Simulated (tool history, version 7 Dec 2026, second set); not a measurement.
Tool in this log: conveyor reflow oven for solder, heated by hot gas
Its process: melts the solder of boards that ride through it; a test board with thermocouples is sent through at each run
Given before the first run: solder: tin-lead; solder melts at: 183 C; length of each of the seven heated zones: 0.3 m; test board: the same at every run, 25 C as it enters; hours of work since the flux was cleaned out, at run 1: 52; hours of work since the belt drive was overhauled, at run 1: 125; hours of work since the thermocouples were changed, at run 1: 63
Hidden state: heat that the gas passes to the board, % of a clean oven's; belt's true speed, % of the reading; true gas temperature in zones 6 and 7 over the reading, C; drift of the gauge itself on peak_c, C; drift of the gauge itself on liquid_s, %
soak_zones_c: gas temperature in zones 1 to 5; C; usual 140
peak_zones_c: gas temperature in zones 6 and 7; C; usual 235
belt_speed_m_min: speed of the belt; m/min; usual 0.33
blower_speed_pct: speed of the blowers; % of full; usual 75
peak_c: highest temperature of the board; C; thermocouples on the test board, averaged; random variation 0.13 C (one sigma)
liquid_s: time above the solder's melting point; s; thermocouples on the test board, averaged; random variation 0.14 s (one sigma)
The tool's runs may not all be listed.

run   hour  soak_zones_c  peak_zones_c  belt_speed_m_min  blower_speed_pct  hours of work since the flux was cleaned out  hours of work since the belt drive was overhauled  hours of work since the thermocouples were changed  peak_c  liquid_s
  1      0           140           235              0.33                75                                            52                                                125                                                  63   219.6      85.8
  2   13.6           140           235              0.33                56                                            57                                                131                                                  69   214.4      78.2
  3   27.6           140           235              0.33                56                                            63                                                137                                                  75   214.3      78.4
  4   44.6           140           235              0.33                56                                            71                                                144                                                  82   214.1      78.2
  5   60.4           140           235              0.33                75                                            77                                                151                                                  89   219.5      85.5
  6   70.5           140           235              0.33                75                                            82                                                155                                                  93   219.3      85.4
  7   86.1           140           235              0.33                75                                            88                                                162                                                 100   219.4      85.8
  8  103.2           140           235              0.33                75                                            96                                                169                                                 107   219.1      85.4
  9  113.7           140           235              0.33                75                                           100                                                174                                                 112   219.2      85.3
 10  128.8           140           249              0.33                75                                           106                                                180                                                 118   231.5      96.3
 11  145.9           140           229              0.33                75                                           114                                                187                                                 126   213.8      79.3
 12  159.7           140           235              0.35                75                                           120                                                193                                                 131   217.3      77.9
 13  175.3           132           235              0.33                75                                           126                                                200                                                 138   217.6      79.8
 14    192           132           235              0.33                75                                           133                                                207                                                 145   217.6      79.4
 15  209.9           140           235              0.27                75                                           141                                                215                                                 153   224.5     111.7
 16  228.8           130           224             0.377                65                                           149                                                223                                                 161   200.3      44.2
 17  236.9           140           235              0.33                55                                           153                                                226                                                 164   213.2      76.9
 18  250.3           144           238              0.33                73                                           158                                                232                                                 170   221.5      89.9
 19  268.7           144           238              0.33                73                                           166                                                240                                                 178   221.7      89.6
 20  282.9           130           248             0.365                65                                           172                                                246                                                 184   221.2      73.3
 21  293.6           130           248             0.365                65                                           177                                                250                                                 189   220.7      73.3
 22  308.9           138           224             0.365                65                                           183                                                257                                                 195   203.1      54.3
 23  324.3           138           224             0.365                68                                           190                                                263                                                 202     204      55.7
 24  339.7           138           224             0.365                68                                           196                                                270                                                 208   203.9      55.6
 25  348.5           138           242             0.365                83                                           200                                                274                                                 212   222.5      78.5
 26  362.3           141           235             0.393                75                                           206                                                279                                                 218   212.6      64.1
     371.4  -- flux residue cleaned out of gas plates and filters
 27  379.2           133           235             0.393                58                                             3                                                285                                                 223   206.6      52.1
 28  397.1           147           235              0.33                75                                            11                                                292                                                 230   220.8      91.2
 29  406.3           136           244               0.3                51                                            15                                                296                                                 234     223      95.3
 30  416.9           132           235             0.316                75                                            19                                                301                                                 239   219.3      86.4

Selected run-to-run steps in peak_c, each split into two signed amounts: the part the tool would show with no hidden state at all (from settings, incoming material and random variation), and the remainder, which goes to the hidden state together with any gauge scatter not common to the measured and the hidden-state-free results:
Run 10 -> 11: peak_zones_c 249 -> 229. peak_c -17.7 C: hidden state +0, all else -17.7.
Run 15 -> 16: soak_zones_c 140 -> 130, peak_zones_c 235 -> 224, belt_speed_m_min 0.27 -> 0.377, blower_speed_pct 75 -> 65. peak_c -24.2 C: hidden state -0.3, all else -23.9.
Run 19 -> 20: soak_zones_c 144 -> 130, peak_zones_c 238 -> 248, belt_speed_m_min 0.33 -> 0.365, blower_speed_pct 73 -> 65. peak_c -0.5 C: hidden state -0.3, all else -0.2.
Run 24 -> 25: peak_zones_c 224 -> 242, blower_speed_pct 68 -> 83. peak_c +18.6 C: hidden state -0.3, all else +18.9.
Run 26 -> 27: soak_zones_c 141 -> 133, blower_speed_pct 75 -> 58, flux residue cleaned out of gas plates and filters. peak_c -6 C: hidden state +1.7, all else -7.7.
